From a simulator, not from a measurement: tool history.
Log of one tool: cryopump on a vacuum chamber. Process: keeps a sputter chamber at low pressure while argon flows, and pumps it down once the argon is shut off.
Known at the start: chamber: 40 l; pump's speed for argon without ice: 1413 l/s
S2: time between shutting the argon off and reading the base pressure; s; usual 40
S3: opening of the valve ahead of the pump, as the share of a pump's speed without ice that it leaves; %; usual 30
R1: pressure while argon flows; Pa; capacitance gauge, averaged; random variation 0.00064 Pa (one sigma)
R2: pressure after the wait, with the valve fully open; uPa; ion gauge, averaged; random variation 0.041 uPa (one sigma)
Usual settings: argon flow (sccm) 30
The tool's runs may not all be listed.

run 1 hour=0.0 | argon_flow_(sccm)=30 S2=40 S3=30 | R1=0.1238 R2=4.77
run 2 hour=18.6 | argon_flow_(sccm)=30 S2=40 S3=30 | R1=0.1228 R2=4.92
run 3 hour=40.0 | argon_flow_(sccm)=30 S2=88 S3=30 | R1=0.1249 R2=3.78
run 4 hour=64.5 | argon_flow_(sccm)=21 S2=40 S3=30 | R1=0.0866 R2=4.92
run 5 hour=85.4 | argon_flow_(sccm)=30 S2=40 S3=25 | R1=0.1484 R2=4.89
run 6 hour=106.8 | argon_flow_(sccm)=30 S2=40 S3=25 | R1=0.1491 R2=5.02
run 7 hour=142.0 | argon_flow_(sccm)=30 S2=40 S3=30 | R1=0.1249 R2=4.96
run 8 hour=164.5 | argon_flow_(sccm)=30 S2=40 S3=30 | R1=0.1246 R2=5.03
run 9 hour=180.0 | argon_flow_(sccm)=30 S2=40 S3=30 | R1=0.1253 R2=5.07
run 10 hour=196.8 | argon_flow_(sccm)=30 S2=28 S3=30 | R1=0.1259 R2=6.06
run 11 hour=216.7 | argon_flow_(sccm)=30 S2=40 S3=30 | R1=0.1259 R2=5.18
run 12 hour=239.7 | argon_flow_(sccm)=59 S2=40 S3=30 | R1=0.2470 R2=5.11
run 13 hour=267.4 | argon_flow_(sccm)=30 S2=294 S3=30 | R1=0.1264 R2=3.32
run 14 hour=295.2 | argon_flow_(sccm)=15 S2=214 S3=21 | R1=0.0885 R2=3.51
run 15 hour=313.6 | argon_flow_(sccm)=15 S2=214 S3=32 | R1=0.0601 R2=3.49
run 16 hour=339.0 | argon_flow_(sccm)=50 S2=259 S3=30 | R1=0.2092 R2=3.35
run 17 hour=354.2 | argon_flow_(sccm)=28 S2=77 S3=36 | R1=0.0993 R2=4.11
run 18 hour=385.9 | argon_flow_(sccm)=12 S2=26 S3=24 | R1=0.0618 R2=6.56
run 19 hour=418.6 | argon_flow_(sccm)=30 S2=40 S3=53 | R1=0.0740 R2=5.52
run 20 hour=434.3 | argon_flow_(sccm)=30 S2=21 S3=16 | R1=0.2314 R2=7.37
run 21 hour=451.0 | argon_flow_(sccm)=48 S2=43 S3=31 | R1=0.1974 R2=5.20
run 22 hour=475.6 | argon_flow_(sccm)=48 S2=43 S3=31 | R1=0.1970 R2=5.39
run 23 hour=502.9 | argon_flow_(sccm)=30 S2=45 S3=30 | R1=0.1256 R2=5.17
run 24 hour=530.5 | argon_flow_(sccm)=30 S2=45 S3=30 | R1=0.1274 R2=5.11
run 25 hour=548.0 | argon_flow_(sccm)=41 S2=70 S3=41 | R1=0.1302 R2=4.60
-- hour=559.3 pump warmed up, emptied and cooled again
run 26 hour=581.4 | argon_flow_(sccm)=41 S2=70 S3=41 | R1=0.1203 R2=4.14

Forecast each of these 4 alternatives for the next run:
run A hour=598.4 | argon_flow_(sccm)=39 S2=70 S3=41 | R1=? R2=?
run B hour=598.4 | argon_flow_(sccm)=30 S2=40 S3=26 | R1=? R2=?
run C hour=598.4 | argon_flow_(sccm)=15 S2=124 S3=30 | R1=? R2=?
run D hour=598.4 | argon_flow_(sccm)=13 S2=76 S3=18 | R1=? R2=?

run=A R1=0.1145 R2=4.17
run=B R1=0.1395 R2=4.92
run=C R1=0.0596 R2=3.50
run=D R1=0.0863 R2=3.95
Without the tool's hidden state the same runs would have given:
run=A R1=0.1137 R2=1.50
run=B R1=0.1390 R2=2.33
run=C R1=0.0593 R2=0.91
run=D R1=0.0860 R2=1.32
